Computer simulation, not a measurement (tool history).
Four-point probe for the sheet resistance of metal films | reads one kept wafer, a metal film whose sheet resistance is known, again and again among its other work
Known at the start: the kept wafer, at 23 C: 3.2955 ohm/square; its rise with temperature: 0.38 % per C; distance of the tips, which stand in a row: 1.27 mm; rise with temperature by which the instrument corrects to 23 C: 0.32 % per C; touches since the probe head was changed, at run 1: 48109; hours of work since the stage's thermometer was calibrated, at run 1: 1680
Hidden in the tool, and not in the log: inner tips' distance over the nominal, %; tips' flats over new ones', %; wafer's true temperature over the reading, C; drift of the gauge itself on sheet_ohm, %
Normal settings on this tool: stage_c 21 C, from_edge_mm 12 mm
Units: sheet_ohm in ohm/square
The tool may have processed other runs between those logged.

run   hour  stage_c  from_edge_mm  touches since the probe head was changed  hours of work since the stage's thermometer was calibrated  sheet_ohm
  1      0       21            12                                     48109                                                        1680   3.285698
  2   29.4       21            12                                     49723                                                        1702   3.285566
  3   69.3       21            12                                     51921                                                        1733   3.284608
  4  118.3       21            12                                     54614                                                        1770   3.283998
  5  149.6       21            37                                     56335                                                        1794   3.266009
  6  198.4       21            37                                     59018                                                        1831   3.266099
  7  236.3       21            37                                     61100                                                        1860   3.265018
  8  287.5       27            34                                     63914                                                        1899   3.276786
  9    332       31            20                                     66362                                                        1933   3.288219
 10  376.2       31            20                                     68793                                                        1966   3.287034
     396.7  -- stage's thermometer calibrated
 11  431.7       31            20                                     71817                                                          27   3.279437

Below are 5 alternative next runs, each starting from the tool's condition after run 11. Predict each:
  A  462.2       28            20                                     73493                                                          50          ?
  B  462.2       29            48                                     73493                                                          50          ?
  C  462.2       22            12                                     73493                                                          50          ?
  D  462.2       23             3                                     73493                                                          50          ?
  E  462.2       27             6                                     73493                                                          50          ?

run  sheet_ohm
  A   3.271878
  B   3.269175
  C   3.274543
  D   3.538118
  E   3.341182
With the hidden condition removed and each run's random variation left untouched, the same runs would have given:
run  sheet_ohm
  A   3.311411
  B   3.308681
  C   3.314092
  D   3.580554
  E   3.381483
